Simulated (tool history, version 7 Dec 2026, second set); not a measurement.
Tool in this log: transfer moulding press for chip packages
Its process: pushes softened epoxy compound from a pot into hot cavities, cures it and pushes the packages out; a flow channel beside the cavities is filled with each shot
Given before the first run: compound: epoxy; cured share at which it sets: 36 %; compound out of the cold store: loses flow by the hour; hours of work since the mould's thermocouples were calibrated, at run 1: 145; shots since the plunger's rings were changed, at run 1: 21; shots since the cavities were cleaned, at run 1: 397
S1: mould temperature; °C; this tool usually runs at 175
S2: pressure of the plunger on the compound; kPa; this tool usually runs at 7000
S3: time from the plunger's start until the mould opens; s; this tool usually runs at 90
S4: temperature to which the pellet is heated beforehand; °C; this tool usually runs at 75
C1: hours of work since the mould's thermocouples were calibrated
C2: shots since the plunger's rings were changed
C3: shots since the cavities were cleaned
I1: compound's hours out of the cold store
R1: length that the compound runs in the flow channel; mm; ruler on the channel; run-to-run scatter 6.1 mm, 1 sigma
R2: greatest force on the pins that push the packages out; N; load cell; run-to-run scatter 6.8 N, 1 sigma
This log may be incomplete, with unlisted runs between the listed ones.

run,hour,S1,S2,S3,S4,C1,C2,C3,I1,R1,R2
1,0.0,175,7000,90,75,145,21,397,18.3,864,281
2,10.0,175,7000,117,75,149,100,476,30.9,827,265
3,21.2,175,7000,117,75,154,189,565,20.2,861,257
4,34.4,175,5770,90,75,160,294,670,11.1,817,282
# hour 46.4: cavities cleaned with cleaning compound and waxed
5,46.4,175,7720,90,75,165,377,0,12.1,920,271
6,63.6,175,7270,90,75,172,514,137,43.3,808,271
7,84.8,175,7000,90,75,181,681,304,43.9,783,274
8,95.1,175,7000,90,83,186,763,386,30.6,828,273
9,112.2,175,7000,90,83,193,898,521,10.3,896,269
10,121.3,175,7000,90,79,197,971,594,17.9,869,281
# hour 143.4: cavities cleaned with cleaning compound and waxed
11,143.5,175,7000,90,79,206,1134,0,15.7,874,267
12,156.9,175,7000,90,79,212,1241,107,15.7,874,286
13,173.3,175,7000,110,79,219,1371,237,12.0,881,259
14,190.2,175,7000,90,75,227,1504,370,43.5,787,273
15,210.5,175,7000,90,75,235,1666,532,24.5,848,272
16,228.6,172,7000,90,75,243,1809,675,33.8,835,298
# hour 241.5: cavities cleaned with cleaning compound and waxed
17,242.1,175,7000,130,75,248,1904,5,30.3,828,244
18,254.4,175,6740,100,77,254,2001,102,38.5,790,258
19,269.8,182,7720,100,78,261,2124,225,31.9,844,256
20,288.5,175,8510,90,70,269,2272,373,22.4,942,278
21,297.2,179,8510,90,70,272,2341,442,9.6,972,270
22,318.3,179,8510,90,70,282,2508,609,44.6,852,257
# hour 338.1: cavities cleaned with cleaning compound and waxed
23,339.0,176,8410,90,75,290,2660,7,13.6,959,273
24,359.0,176,6110,90,75,299,2818,165,44.8,720,263
25,377.6,176,5830,122,79,307,2965,312,10.7,812,248
26,389.5,167,7530,76,75,312,3060,407,8.1,963,684
27,402.6,167,7530,118,83,318,3163,510,23.7,898,285

What if the next run were any one of these 4? Each begins from the tool's condition after run 27:
A,416.2,167,7000,77,75,324,3272,619,30.8,?,?
B,416.2,175,7000,120,75,324,3272,619,26.1,?,?
C,416.2,171,7530,85,75,324,3272,619,34.3,?,?
D,416.2,175,7530,118,83,324,3272,619,20.3,?,?

run,R1,R2
A,839,581
B,835,262
C,858,357
D,880,260
With no hidden state in the tool, these same runs would have given:
run,R1,R2
A,840,573
B,836,259
C,859,353
D,881,257
